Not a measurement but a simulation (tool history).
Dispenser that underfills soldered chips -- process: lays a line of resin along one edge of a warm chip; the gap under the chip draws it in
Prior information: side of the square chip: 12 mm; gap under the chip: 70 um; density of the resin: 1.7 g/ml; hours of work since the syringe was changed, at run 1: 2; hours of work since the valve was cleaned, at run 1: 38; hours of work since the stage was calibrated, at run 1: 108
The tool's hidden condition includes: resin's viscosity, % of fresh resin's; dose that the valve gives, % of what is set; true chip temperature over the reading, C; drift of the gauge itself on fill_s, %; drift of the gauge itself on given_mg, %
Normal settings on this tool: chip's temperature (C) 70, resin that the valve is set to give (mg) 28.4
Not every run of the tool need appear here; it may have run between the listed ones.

run	day	chip's temperature (C)	resin that the valve is set to give (mg)	hours of work since the syringe was changed	hours of work since the valve was cleaned	hours of work since the stage was calibrated	time until the resin shows at the far edge (s)	resin that the valve gave (mg)
1	0	70	28.4	2	38	108	100.7	27.59
# day 0.217: new syringe of resin
2	0.329	70	28.4	2	43	114	96.6	27.45
# day 0.567: new syringe of resin
3	0.567	70	28.4	0	47	117	83.7	27.37
4	0.775	70	28.4	3	50	121	109.8	27.39
# day 0.908: new syringe of resin
# day 0.95: dispensing valve cleaned and set on the balance
5	1.204	57	28.4	4	4	127	220.2	28.44
# day 1.3: new syringe of resin
6	1.408	61	28.4	2	7	130	149.9	28.44
# day 1.662: new syringe of resin
7	1.708	61	28.4	1	12	135	137.6	27.98
8	1.917	57	28.4	4	16	138	223.3	28.19
# day 2: new syringe of resin
9	2.092	57	28.4	1	18	141	177.1	27.94
# day 2.338: new syringe of resin
10	2.388	57	28.4	1	23	146	169.3	28.01
# day 2.696: new syringe of resin
11	2.725	70	34.2	0	28	151	88.6	33.48
12	3	59	34.2	5	33	155	209.6	33.42
# day 3.038: new syringe of resin
13	3.308	70	28.4	4	38	160	119.8	27.75
# day 3.375: new syringe of resin
14	3.542	70	28.4	3	41	164	105.6	27.39
# day 3.721: new syringe of resin
15	3.904	70	28.4	3	47	170	105.4	27.58
# day 4.067: new syringe of resin
16	4.146	70	28.4	1	51	174	93.6	27.41
# day 4.267: dispensing valve cleaned and set on the balance
# day 4.446: new syringe of resin
17	4.483	70	28.4	1	3	178	90.4	28.36
18	4.683	65	28.4	4	7	182	147.9	28.11
# day 4.804: new syringe of resin
19	5.079	63	32.6	5	13	188	173.9	32
# day 5.15: new syringe of resin
20	5.275	60	24.8	2	16	191	166.5	24.27
# day 5.496: new syringe of resin
21	5.65	60	24.8	3	22	197	171.1	24.1
# day 5.846: new syringe of resin
22	6.029	60	26.2	3	28	203	177.7	25.45
# day 6.183: new syringe of resin
23	6.425	61	35.1	4	34	209	177.1	33.89
# day 6.525: new syringe of resin
24	6.667	84	35.3	2	38	213	55.3	34.08
# day 6.871: new syringe of resin
25	7.067	71	28	3	45	219	105.8	26.77
# day 7.221: new syringe of resin
26	7.388	64	30.2	3	50	225	139.1	28.91
# day 7.567: new syringe of resin
# day 7.608: dispensing valve cleaned and set on the balance
27	7.829	64	30.2	4	4	231	152	30.06
# day 7.946: new syringe of resin
28	8.129	64	29.7	3	8	236	148.7	29.39
# day 8.3: new syringe of resin
29	8.383	75	28.4	1	12	240	77.7	28.14
30	8.542	81	34.7	4	15	242	69.5	34.38
# day 8.638: new syringe of resin
31	8.871	81	34.7	4	20	247	69.8	34.21
# day 8.975: new syringe of resin
32	9.046	56	28.4	1	23	250	193.3	27.85
# day 9.308: new syringe of resin
33	9.342	80	29.1	1	28	255	57.8	28.55
# day 9.646: new syringe of resin
34	9.738	80	29.1	1	34	261	61.5	28.27
35	9.896	83	29.1	4	37	264	67.1	28.27

Describe how what the log doesn't record of the tool's condition differs between the last listed run preceding each entry between runs and the first listed run following it.
After run 1, before run 2: new syringe of resin (day 0.217)
  resin's viscosity, % of fresh resin's: 117.9 -> 114; dose that the valve gives, % of what is set: 97.26 -> 96.8; true chip temperature over the reading, C: -0.58 -> -0.61
  the result without the hidden state subtracted from the measured one, time until the resin shows at the far edge (s): +17.8 -> +14.5; resin that the valve gave (mg): -0.77 -> -0.91
After run 2, before run 3: new syringe of resin (day 0.567)
  resin's viscosity, % of fresh resin's: 114 -> 99.1; dose that the valve gives, % of what is set: 96.8 -> 96.48; true chip temperature over the reading, C: -0.61 -> -0.63
  the result without the hidden state subtracted from the measured one, time until the resin shows at the far edge (s): +14.5 -> +2.1; resin that the valve gave (mg): -0.91 -> -1
After run 4, before run 5: new syringe of resin (day 0.908); dispensing valve cleaned and set on the balance (day 0.95)
  resin's viscosity, % of fresh resin's: 127.6 -> 134.8; dose that the valve gives, % of what is set: 96.22 -> 99.89; true chip temperature over the reading, C: -0.65 -> -0.69
  the result without the hidden state subtracted from the measured one, time until the resin shows at the far edge (s): +26.6 -> +62.6; resin that the valve gave (mg): -1.07 -> -0.04
After run 5, before run 6: new syringe of resin (day 1.3)
  resin's viscosity, % of fresh resin's: 134.8 -> 114.3; dose that the valve gives, % of what is set: 99.89 -> 99.66; true chip temperature over the reading, C: -0.69 -> -0.71
  the result without the hidden state subtracted from the measured one, time until the resin shows at the far edge (s): +62.6 -> +23.3; resin that the valve gave (mg): -0.04 -> -0.09
After run 6, before run 7: new syringe of resin (day 1.662)
  resin's viscosity, % of fresh resin's: 114.3 -> 105.3; dose that the valve gives, % of what is set: 99.66 -> 99.31; true chip temperature over the reading, C: -0.71 -> -0.73
  the result without the hidden state subtracted from the measured one, time until the resin shows at the far edge (s): +23.3 -> +11.7; resin that the valve gave (mg): -0.09 -> -0.19
After run 8, before run 9: new syringe of resin (day 2)
  resin's viscosity, % of fresh resin's: 136.2 -> 110.6; dose that the valve gives, % of what is set: 99.02 -> 98.8; true chip temperature over the reading, C: -0.76 -> -0.77
  the result without the hidden state subtracted from the measured one, time until the resin shows at the far edge (s): +65.6 -> +23.3; resin that the valve gave (mg): -0.28 -> -0.34
After run 9, before run 10: new syringe of resin (day 2.338)
  resin's viscosity, % of fresh resin's: 110.6 -> 104.8; dose that the valve gives, % of what is set: 98.8 -> 98.43; true chip temperature over the reading, C: -0.77 -> -0.8
  the result without the hidden state subtracted from the measured one, time until the resin shows at the far edge (s): +23.3 -> +14.4; resin that the valve gave (mg): -0.34 -> -0.44
After run 10, before run 11: new syringe of resin (day 2.696)
  resin's viscosity, % of fresh resin's: 104.8 -> 105; dose that the valve gives, % of what is set: 98.43 -> 98.01; true chip temperature over the reading, C: -0.8 -> -0.83
  the result without the hidden state subtracted from the measured one, time until the resin shows at the far edge (s): +14.4 -> +7.5; resin that the valve gave (mg): -0.44 -> -0.68
After run 12, before run 13: new syringe of resin (day 3.038)
  resin's viscosity, % of fresh resin's: 146.8 -> 138.5; dose that the valve gives, % of what is set: 97.63 -> 97.23; true chip temperature over the reading, C: -0.85 -> -0.88
  the result without the hidden state subtracted from the measured one, time until the resin shows at the far edge (s): +72.8 -> +36.9; resin that the valve gave (mg): -0.82 -> -0.8
After run 13, before run 14: new syringe of resin (day 3.375)
  resin's viscosity, % of fresh resin's: 138.5 -> 123.1; dose that the valve gives, % of what is set: 97.23 -> 96.95; true chip temperature over the reading, C: -0.88 -> -0.9
  the result without the hidden state subtracted from the measured one, time until the resin shows at the far edge (s): +36.9 -> +23.6; resin that the valve gave (mg): -0.8 -> -0.86
After run 14, before run 15: new syringe of resin (day 3.721)
  resin's viscosity, % of fresh resin's: 123.1 -> 122.7; dose that the valve gives, % of what is set: 96.95 -> 96.48; true chip temperature over the reading, C: -0.9 -> -0.93
  the result without the hidden state subtracted from the measured one, time until the resin shows at the far edge (s): +23.6 -> +23.6; resin that the valve gave (mg): -0.86 -> -1.01
After run 15, before run 16: new syringe of resin (day 4.067)
  resin's viscosity, % of fresh resin's: 122.7 -> 109.7; dose that the valve gives, % of what is set: 96.48 -> 96.18; true chip temperature over the reading, C: -0.93 -> -0.95
  the result without the hidden state subtracted from the measured one, time until the resin shows at the far edge (s): +23.6 -> +12.4; resin that the valve gave (mg): -1.01 -> -1.09
After run 16, before run 17: dispensing valve cleaned and set on the balance (day 4.267); new syringe of resin (day 4.446)
  resin's viscosity, % of fresh resin's: 109.7 -> 104.7; dose that the valve gives, % of what is set: 96.18 -> 99.4; true chip temperature over the reading, C: -0.95 -> -0.98
  the result without the hidden state subtracted from the measured one, time until the resin shows at the far edge (s): +12.4 -> +8; resin that the valve gave (mg): -1.09 -> -0.17
After run 18, before run 19: new syringe of resin (day 4.804)
  resin's viscosity, % of fresh resin's: 133.7 -> 142.3; dose that the valve gives, % of what is set: 99.13 -> 98.67; true chip temperature over the reading, C: -0.99 -> -1.03
  the result without the hidden state subtracted from the measured one, time until the resin shows at the far edge (s): +42.8 -> +57.9; resin that the valve gave (mg): -0.24 -> -0.43
After run 19, before run 20: new syringe of resin (day 5.15)
  resin's viscosity, % of fresh resin's: 142.3 -> 115.3; dose that the valve gives, % of what is set: 98.67 -> 98.42; true chip temperature over the reading, C: -1.03 -> -1.04
  the result without the hidden state subtracted from the measured one, time until the resin shows at the far edge (s): +57.9 -> +29.9; resin that the valve gave (mg): -0.43 -> -0.39
After run 20, before run 21: new syringe of resin (day 5.496)
  resin's viscosity, % of fresh resin's: 115.3 -> 120.2; dose that the valve gives, % of what is set: 98.42 -> 97.96; true chip temperature over the reading, C: -1.04 -> -1.08
  the result without the hidden state subtracted from the measured one, time until the resin shows at the far edge (s): +29.9 -> +36.8; resin that the valve gave (mg): -0.39 -> -0.51
After run 21, before run 22: new syringe of resin (day 5.846)
  resin's viscosity, % of fresh resin's: 120.2 -> 123.2; dose that the valve gives, % of what is set: 97.96 -> 97.46; true chip temperature over the reading, C: -1.08 -> -1.11
  the result without the hidden state subtracted from the measured one, time until the resin shows at the far edge (s): +36.8 -> +41.7; resin that the valve gave (mg): -0.51 -> -0.66
After run 22, before run 23: new syringe of resin (day 6.183)
  resin's viscosity, % of fresh resin's: 123.2 -> 133.6; dose that the valve gives, % of what is set: 97.46 -> 96.95; true chip temperature over the reading, C: -1.11 -> -1.15
  the result without the hidden state subtracted from the measured one, time until the resin shows at the far edge (s): +41.7 -> +51.9; resin that the valve gave (mg): -0.66 -> -1.07
After run 23, before run 24: new syringe of resin (day 6.525)
  resin's viscosity, % of fresh resin's: 133.6 -> 118.8; dose that the valve gives, % of what is set: 96.95 -> 96.65; true chip temperature over the reading, C: -1.15 -> -1.17
  the result without the hidden state subtracted from the measured one, time until the resin shows at the far edge (s): +51.9 -> +11.1; resin that the valve gave (mg): -1.07 -> -1.18
After run 24, before run 25: new syringe of resin (day 6.871)
  resin's viscosity, % of fresh resin's: 118.8 -> 126.8; dose that the valve gives, % of what is set: 96.65 -> 96.15; true chip temperature over the reading, C: -1.17 -> -1.2
  the result without the hidden state subtracted from the measured one, time until the resin shows at the far edge (s): +11.1 -> +27.2; resin that the valve gave (mg): -1.18 -> -1.07
After run 25, before run 26: new syringe of resin (day 7.221)
  resin's viscosity, % of fresh resin's: 126.8 -> 122.3; dose that the valve gives, % of what is set: 96.15 -> 95.77; true chip temperature over the reading, C: -1.2 -> -1.23
  the result without the hidden state subtracted from the measured one, time until the resin shows at the far edge (s): +27.2 -> +32.3; resin that the valve gave (mg): -1.07 -> -1.28
After run 26, before run 27: new syringe of resin (day 7.567); dispensing valve cleaned and set on the balance (day 7.608)
  resin's viscosity, % of fresh resin's: 122.3 -> 131.9; dose that the valve gives, % of what is set: 95.77 -> 99.76; true chip temperature over the reading, C: -1.23 -> -1.27
  the result without the hidden state subtracted from the measured one, time until the resin shows at the far edge (s): +32.3 -> +43.7; resin that the valve gave (mg): -1.28 -> -0.07
After run 27, before run 28: new syringe of resin (day 7.946)
  resin's viscosity, % of fresh resin's: 131.9 -> 126.2; dose that the valve gives, % of what is set: 99.76 -> 99.39; true chip temperature over the reading, C: -1.27 -> -1.29
  the result without the hidden state subtracted from the measured one, time until the resin shows at the far edge (s): +43.7 -> +38; resin that the valve gave (mg): -0.07 -> -0.19
After run 28, before run 29: new syringe of resin (day 8.3)
  resin's viscosity, % of fresh resin's: 126.2 -> 111.1; dose that the valve gives, % of what is set: 99.39 -> 99.07; true chip temperature over the reading, C: -1.29 -> -1.32
  the result without the hidden state subtracted from the measured one, time until the resin shows at the far edge (s): +38 -> +11.8; resin that the valve gave (mg): -0.19 -> -0.26
After run 30, before run 31: new syringe of resin (day 8.638)
  resin's viscosity, % of fresh resin's: 134.5 -> 132.4; dose that the valve gives, % of what is set: 98.87 -> 98.47; true chip temperature over the reading, C: -1.33 -> -1.36
  the result without the hidden state subtracted from the measured one, time until the resin shows at the far edge (s): +20.9 -> +20.1; resin that the valve gave (mg): -0.4 -> -0.53
After run 31, before run 32: new syringe of resin (day 8.975)
  resin's viscosity, % of fresh resin's: 132.4 -> 109.5; dose that the valve gives, % of what is set: 98.47 -> 98.26; true chip temperature over the reading, C: -1.36 -> -1.37
  the result without the hidden state subtracted from the measured one, time until the resin shows at the far edge (s): +20.1 -> +29; resin that the valve gave (mg): -0.53 -> -0.49
After run 32, before run 33: new syringe of resin (day 9.308)
  resin's viscosity, % of fresh resin's: 109.5 -> 103; dose that the valve gives, % of what is set: 98.26 -> 97.88; true chip temperature over the reading, C: -1.37 -> -1.4
  the result without the hidden state subtracted from the measured one, time until the resin shows at the far edge (s): +29 -> +5.2; resin that the valve gave (mg): -0.49 -> -0.62
After run 33, before run 34: new syringe of resin (day 9.646)
  resin's viscosity, % of fresh resin's: 103 -> 111.3; dose that the valve gives, % of what is set: 97.88 -> 97.42; true chip temperature over the reading, C: -1.4 -> -1.43
  the result without the hidden state subtracted from the measured one, time until the resin shows at the far edge (s): +5.2 -> +9.8; resin that the valve gave (mg): -0.62 -> -0.75
